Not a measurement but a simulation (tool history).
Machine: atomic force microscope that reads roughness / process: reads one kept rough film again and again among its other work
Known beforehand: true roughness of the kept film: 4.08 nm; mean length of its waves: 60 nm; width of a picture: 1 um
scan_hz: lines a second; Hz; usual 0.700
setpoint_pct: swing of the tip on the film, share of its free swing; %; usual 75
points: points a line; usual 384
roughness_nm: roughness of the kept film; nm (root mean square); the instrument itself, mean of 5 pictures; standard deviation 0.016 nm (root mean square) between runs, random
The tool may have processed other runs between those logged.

run,hour,scan_hz,setpoint_pct,points,roughness_nm
1,0.0,0.700,75,384,3.445
2,10.4,0.700,75,309,3.404
# hour 12.5: new tip fitted
3,18.9,0.700,75,384,3.788
4,30.9,0.700,75,384,3.776
5,42.1,0.700,75,384,3.697
6,52.7,0.700,75,384,3.711
7,60.7,0.700,65,384,3.699
8,78.7,0.700,65,384,3.666
# hour 81.2: height scale calibrated on a step standard
9,93.9,0.700,71,384,3.610
10,103.8,0.700,71,384,3.602
11,114.5,1.539,71,384,3.503
12,122.1,1.539,71,384,3.471
13,132.3,2.635,88,307,3.190
# hour 140.4: height scale calibrated on a step standard, once more
14,147.9,3.552,63,470,3.395
15,155.8,3.996,63,572,3.358

Below, each run's measurement less what the same run would have read without the hidden state. Both values contain the same run-to-run variation, but the gauge's scatter may not be the same in both:
Hidden conditions of the tool in this case: radius of the tip, nm; height scale over the true one, %; drift of the gauge itself on roughness_nm, %.
run,roughness_nm
1,-0.397
2,-0.418
3,-0.038
4,-0.072
5,-0.102
6,-0.133
7,-0.156
8,-0.206
9,-0.235
10,-0.261
11,-0.283
12,-0.300
13,-0.298
14,-0.365
15,-0.382
